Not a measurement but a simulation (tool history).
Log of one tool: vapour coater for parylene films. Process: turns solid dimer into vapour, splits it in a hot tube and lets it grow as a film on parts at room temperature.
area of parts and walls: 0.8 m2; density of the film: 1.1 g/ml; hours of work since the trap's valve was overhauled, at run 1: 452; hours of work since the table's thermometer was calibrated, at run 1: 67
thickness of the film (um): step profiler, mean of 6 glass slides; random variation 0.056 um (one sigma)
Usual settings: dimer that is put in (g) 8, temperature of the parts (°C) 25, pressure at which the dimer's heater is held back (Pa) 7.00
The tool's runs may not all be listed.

run	hour	dimer that is put in (g)	temperature of the parts (°C)	pressure at which the dimer's heater is held back (Pa)	hours of work since the trap's valve was overhauled	hours of work since the table's thermometer was calibrated	thickness of the film (um)
1	0.0	8	25	7.00	452	67	6.22
# hour 17.0: trap's valve overhauled
2	24.4	8	23	7.00	5	81	7.08
3	41.2	3	25	7.00	17	93	2.45
4	57.5	3	25	7.00	28	104	2.42
5	72.6	3	35	7.00	38	114	1.57
6	92.8	3	35	7.00	52	128	1.57
7	109.5	3	35	7.00	64	140	1.55
8	126.9	3	35	7.00	76	152	1.53
9	146.0	3	35	7.00	89	165	1.49
10	159.4	3	35	7.00	98	174	1.49
11	177.0	3	35	7.00	110	186	1.54
12	195.0	3	35	7.00	122	199	1.52
13	216.8	3	35	7.00	137	214	1.54
14	229.1	3	35	7.00	146	222	1.53
15	240.1	10	35	7.00	153	230	4.96
16	258.6	8	25	7.00	166	242	6.24
17	270.4	8	25	7.00	174	250	6.24
18	284.2	8	25	7.61	184	260	6.29
19	302.0	8	37	7.61	196	272	3.63
20	317.1	8	37	7.61	206	283	3.61
21	336.9	5	25	7.00	220	296	3.94
22	355.1	8	25	7.00	232	309	6.27
23	365.0	8	25	11.61	239	315	5.61
24	375.7	8	25	11.61	246	323	5.52
25	392.6	9	21	5.79	258	334	8.67
26	401.8	9	19	10.28	264	341	8.42
27	419.8	8	25	3.21	277	353	7.23
28	441.9	12	25	7.21	292	368	9.21
29	461.1	8	29	7.00	305	381	5.12
30	475.3	9	36	7.00	315	391	4.15
31	493.9	5	35	4.95	328	404	2.57
32	513.8	3	25	4.27	341	418	2.52
33	524.0	5	32	2.57	348	425	3.34
34	537.6	5	32	2.57	358	434	3.32
35	555.6	5	22	7.00	370	446	4.36
36	567.3	5	22	7.00	378	454	4.34
37	582.2	5	22	7.00	388	465	4.36
38	602.7	5	21	10.17	402	479	4.19
39	622.3	7	28	7.00	416	492	4.65
40	631.5	5	22	7.00	422	499	4.29
41	650.4	5	32	7.00	435	512	2.72
42	669.6	8	21	3.24	448	525	8.33
43	685.3	8	30	11.53	459	536	4.31
# hour 690.7: trap's valve overhauled
44	708.2	5	36	11.53	12	549	2.27
45	722.2	6	36	11.53	22	558	2.64
46	738.1	13	20	2.34	33	569	14.43

The same runs without the tool's hidden state, with the same run-to-run variation:
The hidden state here: vapour lost through the trap's worn valve, %; true temperature of the parts over the reading, C; drift of the gauge itself on film_um, %.
run	thickness of the film (um)
1	6.70
2	7.15
3	2.48
4	2.46
5	1.60
6	1.60
7	1.59
8	1.57
9	1.53
10	1.53
11	1.58
12	1.57
13	1.59
14	1.58
15	5.15
16	6.50
17	6.51
18	6.58
19	3.80
20	3.79
21	4.15
22	6.61
23	5.92
24	5.84
25	9.19
26	8.93
27	7.69
28	9.82
29	5.48
30	4.45
31	2.76
32	2.71
33	3.61
34	3.59
35	4.72
36	4.71
37	4.74
38	4.57
39	5.08
40	4.70
41	2.98
42	8.95
43	4.75
44	2.34
45	2.72
46	14.53
